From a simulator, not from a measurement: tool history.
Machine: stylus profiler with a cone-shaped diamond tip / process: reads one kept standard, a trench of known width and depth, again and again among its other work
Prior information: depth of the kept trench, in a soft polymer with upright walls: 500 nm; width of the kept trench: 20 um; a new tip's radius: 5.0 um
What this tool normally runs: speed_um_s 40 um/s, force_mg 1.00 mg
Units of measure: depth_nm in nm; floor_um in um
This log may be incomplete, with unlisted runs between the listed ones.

run   hour  speed_um_s  force_mg  depth_nm  floor_um
  1    0.0          40      1.00    505.23     15.11
  2   42.6          40      0.68    504.16     15.03
  3   64.6          40      0.68    504.20     14.97
  4   96.8          40      2.33    509.14     15.16
  5  129.7          36      1.00    505.34     15.10
  6  155.5          36      1.00    505.49     15.09
  7  185.7          36      1.00    505.44     15.00
  8  220.5          40      0.38    503.36     14.86
  9  264.6          40      1.00    505.66     14.98
 10  287.9          40      1.00    505.57     14.99
 11  321.3          40      1.00    505.59     14.92
 12  347.6          40      1.00    505.35     14.97
 13  373.7          63      0.71    504.63     14.73
 14  418.5          61      2.66    510.11     14.96
 15  464.8          65      0.47    503.73     14.51
 16  507.3          65      0.47    503.61     14.49
 17  550.5         122      2.69    510.36     14.69
 18  592.9         122      2.69    510.56     14.60
 19  623.8          67      0.48    504.05     14.50
 20  670.7          18      0.88    505.50     14.93
 21  700.8          25      2.74    510.50     15.01
 22  744.0          76      1.00    505.82     14.57
 23  787.0          76      1.00    506.20     14.60

Predict each of these 3 candidate next runs independently; none follows another, all start after run 23:
  A  813.0          10      2.40         ?         ?
  B  813.0          49      0.57         ?         ?
  C  813.0          63      0.44         ?         ?

run  depth_nm  floor_um
  A    509.90     15.03
  B    504.30     14.66
  C    503.92     14.44
Without the tool's hidden state the same runs would have given:
run  depth_nm  floor_um
  A    508.66     15.60
  B    503.08     15.23
  C    502.70     15.01

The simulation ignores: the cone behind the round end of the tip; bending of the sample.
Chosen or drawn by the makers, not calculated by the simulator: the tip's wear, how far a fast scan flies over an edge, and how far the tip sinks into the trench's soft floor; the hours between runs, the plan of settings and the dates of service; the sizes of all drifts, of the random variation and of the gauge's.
